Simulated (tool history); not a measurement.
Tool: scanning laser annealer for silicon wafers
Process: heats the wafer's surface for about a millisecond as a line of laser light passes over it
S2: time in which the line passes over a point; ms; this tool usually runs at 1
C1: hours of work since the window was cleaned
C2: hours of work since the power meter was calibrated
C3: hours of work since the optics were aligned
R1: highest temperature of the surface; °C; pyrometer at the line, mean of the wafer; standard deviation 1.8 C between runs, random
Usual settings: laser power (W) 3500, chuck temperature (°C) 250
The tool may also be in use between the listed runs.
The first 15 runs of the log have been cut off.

{"run": 16, "day": 16.788, "laser power (W)": 3500, "S2": 1, "chuck temperature (°C)": 250, "C1": 95, "C2": 492, "C3": 627, "R1": 970}
{"run": 17, "day": 17.412, "laser power (W)": 3500, "S2": 1, "chuck temperature (°C)": 250, "C1": 103, "C2": 500, "C3": 635, "R1": 971}
{"day": 17.646, "done": "laser's power meter calibrated"}
{"run": 18, "day": 18.971, "laser power (W)": 3500, "S2": 1, "chuck temperature (°C)": 217, "C1": 122, "C2": 17, "C3": 654, "R1": 935}
{"run": 19, "day": 19.842, "laser power (W)": 3471, "S2": 1, "chuck temperature (°C)": 217, "C1": 134, "C2": 29, "C3": 665, "R1": 928}
{"run": 20, "day": 20.662, "laser power (W)": 3471, "S2": 1, "chuck temperature (°C)": 217, "C1": 144, "C2": 39, "C3": 676, "R1": 928}
{"run": 21, "day": 21.45, "laser power (W)": 3500, "S2": 0.93, "chuck temperature (°C)": 268, "C1": 155, "C2": 50, "C3": 686, "R1": 956}
{"run": 22, "day": 22.358, "laser power (W)": 3250, "S2": 1.18, "chuck temperature (°C)": 255, "C1": 166, "C2": 62, "C3": 698, "R1": 981}
{"run": 23, "day": 23.017, "laser power (W)": 3376, "S2": 1.01, "chuck temperature (°C)": 285, "C1": 175, "C2": 70, "C3": 707, "R1": 978}
{"run": 24, "day": 24.296, "laser power (W)": 3376, "S2": 1.01, "chuck temperature (°C)": 285, "C1": 192, "C2": 87, "C3": 723, "R1": 978}
{"run": 25, "day": 25.117, "laser power (W)": 3376, "S2": 1.01, "chuck temperature (°C)": 285, "C1": 203, "C2": 98, "C3": 734, "R1": 974}
{"day": 25.533, "done": "laser's power meter calibrated, once more"}
{"run": 26, "day": 26.512, "laser power (W)": 3376, "S2": 0.72, "chuck temperature (°C)": 272, "C1": 219, "C2": 13, "C3": 751, "R1": 840}
{"run": 27, "day": 27.146, "laser power (W)": 3031, "S2": 0.82, "chuck temperature (°C)": 226, "C1": 227, "C2": 21, "C3": 759, "R1": 770}
{"run": 28, "day": 28.008, "laser power (W)": 3500, "S2": 0.72, "chuck temperature (°C)": 285, "C1": 239, "C2": 32, "C3": 770, "R1": 879}
{"run": 29, "day": 29.3, "laser power (W)": 3690, "S2": 1, "chuck temperature (°C)": 250, "C1": 256, "C2": 49, "C3": 787, "R1": 1007}
{"run": 30, "day": 30.521, "laser power (W)": 3690, "S2": 1, "chuck temperature (°C)": 250, "C1": 272, "C2": 65, "C3": 803, "R1": 1006}
{"run": 31, "day": 31.271, "laser power (W)": 3587, "S2": 0.78, "chuck temperature (°C)": 212, "C1": 281, "C2": 75, "C3": 813, "R1": 846}
{"run": 32, "day": 32.062, "laser power (W)": 3587, "S2": 1.05, "chuck temperature (°C)": 212, "C1": 292, "C2": 85, "C3": 823, "R1": 968}
{"run": 33, "day": 33.079, "laser power (W)": 3697, "S2": 0.81, "chuck temperature (°C)": 256, "C1": 305, "C2": 99, "C3": 837, "R1": 925}
{"run": 34, "day": 34.212, "laser power (W)": 3697, "S2": 0.81, "chuck temperature (°C)": 256, "C1": 320, "C2": 114, "C3": 851, "R1": 924}
{"run": 35, "day": 35.267, "laser power (W)": 3697, "S2": 0.81, "chuck temperature (°C)": 256, "C1": 334, "C2": 127, "C3": 865, "R1": 921}
{"run": 36, "day": 36.725, "laser power (W)": 3697, "S2": 0.81, "chuck temperature (°C)": 256, "C1": 353, "C2": 146, "C3": 884, "R1": 919}
{"run": 37, "day": 37.946, "laser power (W)": 3697, "S2": 0.81, "chuck temperature (°C)": 256, "C1": 369, "C2": 162, "C3": 900, "R1": 923}
{"run": 38, "day": 39.346, "laser power (W)": 3697, "S2": 0.81, "chuck temperature (°C)": 256, "C1": 387, "C2": 181, "C3": 919, "R1": 919}
{"run": 39, "day": 40.15, "laser power (W)": 3146, "S2": 0.71, "chuck temperature (°C)": 256, "C1": 398, "C2": 191, "C3": 929, "R1": 769}
{"run": 40, "day": 41.183, "laser power (W)": 3104, "S2": 1.22, "chuck temperature (°C)": 250, "C1": 411, "C2": 205, "C3": 943, "R1": 944}

Each row is a separate what-if for the run after 40, all from the same tool condition, not one after another. Results?
{"run": "A", "day": 42.242, "laser power (W)": 3669, "S2": 0.91, "chuck temperature (°C)": 247, "C1": 425, "C2": 219, "C3": 956, "R1": "?"}
{"run": "B", "day": 42.242, "laser power (W)": 3633, "S2": 1.12, "chuck temperature (°C)": 239, "C1": 425, "C2": 219, "C3": 956, "R1": "?"}
{"run": "C", "day": 42.242, "laser power (W)": 3297, "S2": 1.01, "chuck temperature (°C)": 259, "C1": 425, "C2": 219, "C3": 956, "R1": "?"}
{"run": "D", "day": 42.242, "laser power (W)": 3316, "S2": 0.72, "chuck temperature (°C)": 258, "C1": 425, "C2": 219, "C3": 956, "R1": "?"}
{"run": "E", "day": 42.242, "laser power (W)": 3171, "S2": 0.93, "chuck temperature (°C)": 224, "C1": 425, "C2": 219, "C3": 956, "R1": "?"}

run=A R1=950
run=B R1=1022
run=C R1=921
run=D R1=805
run=E R1=828
Take away the tool's hidden state, keep each run's random variation, and the runs would have read:
run=A R1=977
run=B R1=1053
run=C R1=946
run=D R1=826
run=E R1=852
